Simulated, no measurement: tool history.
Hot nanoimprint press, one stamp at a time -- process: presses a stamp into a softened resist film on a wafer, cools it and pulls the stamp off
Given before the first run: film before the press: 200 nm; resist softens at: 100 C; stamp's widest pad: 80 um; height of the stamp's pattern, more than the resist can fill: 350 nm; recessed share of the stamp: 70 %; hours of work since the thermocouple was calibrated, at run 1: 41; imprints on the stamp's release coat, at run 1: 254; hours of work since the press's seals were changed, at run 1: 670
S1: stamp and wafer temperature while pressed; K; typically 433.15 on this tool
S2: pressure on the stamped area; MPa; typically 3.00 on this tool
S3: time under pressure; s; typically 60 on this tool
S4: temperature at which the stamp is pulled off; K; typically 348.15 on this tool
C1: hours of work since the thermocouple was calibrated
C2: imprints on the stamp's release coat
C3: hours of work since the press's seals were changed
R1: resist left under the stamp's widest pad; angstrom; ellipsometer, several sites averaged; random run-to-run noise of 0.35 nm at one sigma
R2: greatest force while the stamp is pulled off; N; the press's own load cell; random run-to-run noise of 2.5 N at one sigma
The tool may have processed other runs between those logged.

run	day	S1	S2	S3	S4	C1	C2	C3	R1	R2
1	0.000	433.15	3.00	60	348.15	41	254	670	820	196
2	0.933	433.15	3.00	60	348.15	52	291	681	825	194
3	2.483	433.15	3.00	60	348.15	69	352	698	817	190
4	3.367	433.15	3.00	60	348.15	79	387	708	824	192
5	4.250	433.15	3.00	60	351.15	89	422	718	830	188
6	5.471	433.15	3.00	60	351.15	103	470	732	827	186
7	6.612	433.15	3.00	60	351.15	116	515	745	831	183
8	8.250	433.15	3.00	60	351.15	134	580	763	831	183
9	9.479	433.15	3.00	60	351.15	148	629	777	829	184
10	10.767	433.15	3.00	60	351.15	163	679	792	827	180
# day 11.192: stamp cleaned and given a new release coat
11	12.038	442.15	3.00	60	348.15	174	34	803	577	193
12	13.879	442.15	3.00	60	348.15	195	107	824	574	191
13	15.425	442.15	3.00	60	348.15	212	168	842	573	195
14	17.354	442.15	3.00	60	348.15	234	244	863	577	197
15	19.204	432.15	3.00	60	348.15	255	317	884	865	191
16	20.350	432.15	3.00	60	348.15	268	362	897	873	193
17	21.492	430.15	4.25	60	348.15	281	407	910	802	193
18	23.021	430.15	4.25	60	348.15	298	468	927	807	189
# day 23.671: plate thermocouple calibrated
19	24.612	433.15	2.14	114	352.15	11	526	944	766	179
20	26.129	445.15	1.97	56	348.15	28	586	961	656	189
21	27.296	434.15	2.86	108	351.15	41	632	974	648	183
22	28.200	424.15	3.00	66	348.15	51	668	984	1164	189
# day 28.862: stamp cleaned and given a new release coat
23	29.683	424.15	3.00	66	348.15	65	32	998	1167	195
24	31.296	424.15	3.00	66	351.15	83	96	1017	1165	183
25	32.658	424.15	3.00	66	351.15	99	150	1032	1168	180
26	33.696	433.15	3.00	36	340.15	110	191	1044	1010	218
27	34.554	437.15	3.07	38	340.15	120	225	1053	854	217
28	35.354	433.15	3.00	60	347.15	129	257	1062	834	196
29	36.442	433.15	1.83	76	348.15	141	300	1075	964	191

Measured less the same run without the tool's hidden state. The same run-to-run variation is in both; the gauge's scatter may not be:
The tool's hidden condition here consists of: true temperature over the reading, C; pressure that arrives at the usual setting, %; grip of the stamp's worn release coat, % over a new coat's; drift of the gauge itself on residual_nm, %; drift of the gauge itself on pull_off_n, %.
run	R1
1	+1
2	+1
3	+2
4	+2
5	+3
6	+4
7	+4
8	+5
9	+5
10	+5
11	+4
12	+5
13	+5
14	+6
15	+10
16	+11
17	+11
18	+12
19	+11
20	+10
21	+10
22	+20
23	+20
24	+21
25	+22
26	+20
27	+17
28	+17
29	+20
R2: differs from the measured result by no more than 1 N in any run.

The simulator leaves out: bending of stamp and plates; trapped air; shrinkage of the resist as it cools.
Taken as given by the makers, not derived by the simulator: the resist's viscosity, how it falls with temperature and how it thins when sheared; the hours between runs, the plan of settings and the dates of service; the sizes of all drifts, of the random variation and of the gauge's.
